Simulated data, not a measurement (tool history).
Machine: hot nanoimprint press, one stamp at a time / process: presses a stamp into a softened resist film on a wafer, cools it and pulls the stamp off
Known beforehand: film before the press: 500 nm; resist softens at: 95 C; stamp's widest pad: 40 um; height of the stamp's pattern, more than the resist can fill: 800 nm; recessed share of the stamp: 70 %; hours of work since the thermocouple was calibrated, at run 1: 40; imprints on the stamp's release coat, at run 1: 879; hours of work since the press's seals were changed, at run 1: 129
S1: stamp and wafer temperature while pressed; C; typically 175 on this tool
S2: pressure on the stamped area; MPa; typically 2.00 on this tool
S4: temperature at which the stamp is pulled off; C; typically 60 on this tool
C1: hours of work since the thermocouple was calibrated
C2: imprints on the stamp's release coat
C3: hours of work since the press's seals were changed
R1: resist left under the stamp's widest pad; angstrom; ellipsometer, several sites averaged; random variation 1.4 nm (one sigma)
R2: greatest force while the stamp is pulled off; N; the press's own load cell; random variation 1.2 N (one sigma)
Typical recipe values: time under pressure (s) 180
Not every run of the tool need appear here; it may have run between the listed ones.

run 1 hour=0.0 | S1=175 S2=2.00 time_under_pressure_(s)=180 S4=60 | C1=40 C2=879 C3=129 | R1=2220 R2=174
run 2 hour=7.1 | S1=171 S2=2.00 time_under_pressure_(s)=180 S4=60 | C1=44 C2=908 C3=133 | R1=2576 R2=175
run 3 hour=16.0 | S1=171 S2=2.00 time_under_pressure_(s)=180 S4=60 | C1=49 C2=944 C3=138 | R1=2567 R2=174
run 4 hour=29.1 | S1=175 S2=2.00 time_under_pressure_(s)=180 S4=60 | C1=56 C2=996 C3=145 | R1=2218 R2=173
run 5 hour=36.4 | S1=175 S2=2.00 time_under_pressure_(s)=180 S4=60 | C1=60 C2=1025 C3=149 | R1=2174 R2=176
run 6 hour=44.8 | S1=172 S2=2.00 time_under_pressure_(s)=180 S4=60 | C1=64 C2=1059 C3=153 | R1=2498 R2=172
run 7 hour=51.9 | S1=172 S2=2.00 time_under_pressure_(s)=180 S4=60 | C1=68 C2=1087 C3=157 | R1=2435 R2=175
run 8 hour=61.6 | S1=172 S2=2.00 time_under_pressure_(s)=180 S4=60 | C1=73 C2=1126 C3=162 | R1=2471 R2=176
run 9 hour=76.9 | S1=172 S2=2.00 time_under_pressure_(s)=180 S4=60 | C1=82 C2=1187 C3=171 | R1=2464 R2=174
run 10 hour=89.8 | S1=172 S2=2.00 time_under_pressure_(s)=180 S4=60 | C1=89 C2=1239 C3=178 | R1=2503 R2=176
run 11 hour=103.3 | S1=172 S2=2.00 time_under_pressure_(s)=180 S4=60 | C1=96 C2=1292 C3=185 | R1=2466 R2=178
run 12 hour=115.4 | S1=172 S2=2.00 time_under_pressure_(s)=180 S4=60 | C1=103 C2=1341 C3=192 | R1=2444 R2=177
run 13 hour=130.5 | S1=172 S2=2.00 time_under_pressure_(s)=180 S4=60 | C1=111 C2=1401 C3=200 | R1=2501 R2=176
run 14 hour=140.1 | S1=172 S2=2.63 time_under_pressure_(s)=180 S4=60 | C1=116 C2=1440 C3=205 | R1=2186 R2=175
run 15 hour=148.1 | S1=172 S2=2.63 time_under_pressure_(s)=180 S4=60 | C1=120 C2=1472 C3=209 | R1=2205 R2=175
run 16 hour=156.0 | S1=178 S2=2.58 time_under_pressure_(s)=180 S4=56 | C1=125 C2=1503 C3=214 | R1=1716 R2=196
run 17 hour=168.3 | S1=175 S2=2.00 time_under_pressure_(s)=290 S4=60 | C1=131 C2=1553 C3=220 | R1=1804 R2=178
-- hour=178.5 stamp cleaned and given a new release coat
run 18 hour=186.9 | S1=175 S2=2.00 time_under_pressure_(s)=290 S4=49 | C1=138 C2=34 C3=227 | R1=1824 R2=232
run 19 hour=197.9 | S1=175 S2=2.00 time_under_pressure_(s)=290 S4=49 | C1=144 C2=78 C3=233 | R1=1807 R2=235
run 20 hour=209.7 | S1=176 S2=2.00 time_under_pressure_(s)=290 S4=46 | C1=151 C2=125 C3=240 | R1=1740 R2=247
run 21 hour=217.8 | S1=175 S2=2.00 time_under_pressure_(s)=180 S4=59 | C1=155 C2=158 C3=244 | R1=2213 R2=181
run 22 hour=231.5 | S1=173 S2=2.00 time_under_pressure_(s)=118 S4=56 | C1=162 C2=212 C3=251 | R1=2754 R2=195
run 23 hour=242.9 | S1=168 S2=2.82 time_under_pressure_(s)=287 S4=54 | C1=169 C2=258 C3=258 | R1=2129 R2=204
run 24 hour=249.7 | S1=187 S2=1.37 time_under_pressure_(s)=180 S4=60 | C1=172 C2=285 C3=261 | R1=1592 R2=174
run 25 hour=256.6 | S1=175 S2=1.33 time_under_pressure_(s)=236 S4=60 | C1=176 C2=313 C3=265 | R1=2343 R2=174
run 26 hour=263.8 | S1=175 S2=1.33 time_under_pressure_(s)=236 S4=60 | C1=180 C2=341 C3=269 | R1=2356 R2=175
run 27 hour=274.3 | S1=175 S2=2.31 time_under_pressure_(s)=180 S4=60 | C1=186 C2=383 C3=275 | R1=2072 R2=175
run 28 hour=283.7 | S1=184 S2=1.24 time_under_pressure_(s)=180 S4=68 | C1=191 C2=421 C3=280 | R1=1877 R2=132
run 29 hour=294.9 | S1=184 S2=1.24 time_under_pressure_(s)=180 S4=68 | C1=197 C2=466 C3=286 | R1=1881 R2=135

Below are 4 alternative next runs, each starting from the tool's condition after run 29. Predict each:
run A hour=309.4 | S1=184 S2=2.96 time_under_pressure_(s)=180 S4=62 | C1=205 C2=524 C3=294 | R1=? R2=?
run B hour=309.4 | S1=184 S2=1.24 time_under_pressure_(s)=216 S4=65 | C1=205 C2=524 C3=294 | R1=? R2=?
run C hour=309.4 | S1=175 S2=2.47 time_under_pressure_(s)=118 S4=60 | C1=205 C2=524 C3=294 | R1=? R2=?
run D hour=309.4 | S1=184 S2=1.24 time_under_pressure_(s)=180 S4=63 | C1=205 C2=524 C3=294 | R1=? R2=?

run=A R1=1247 R2=166
run=B R1=1739 R2=149
run=C R1=2366 R2=175
run=D R1=1885 R2=160
Stripped of hidden state, with their random variation kept, the same runs would have yielded:
run=A R1=1248 R2=166
run=B R1=1741 R2=149
run=C R1=2368 R2=175
run=D R1=1888 R2=159
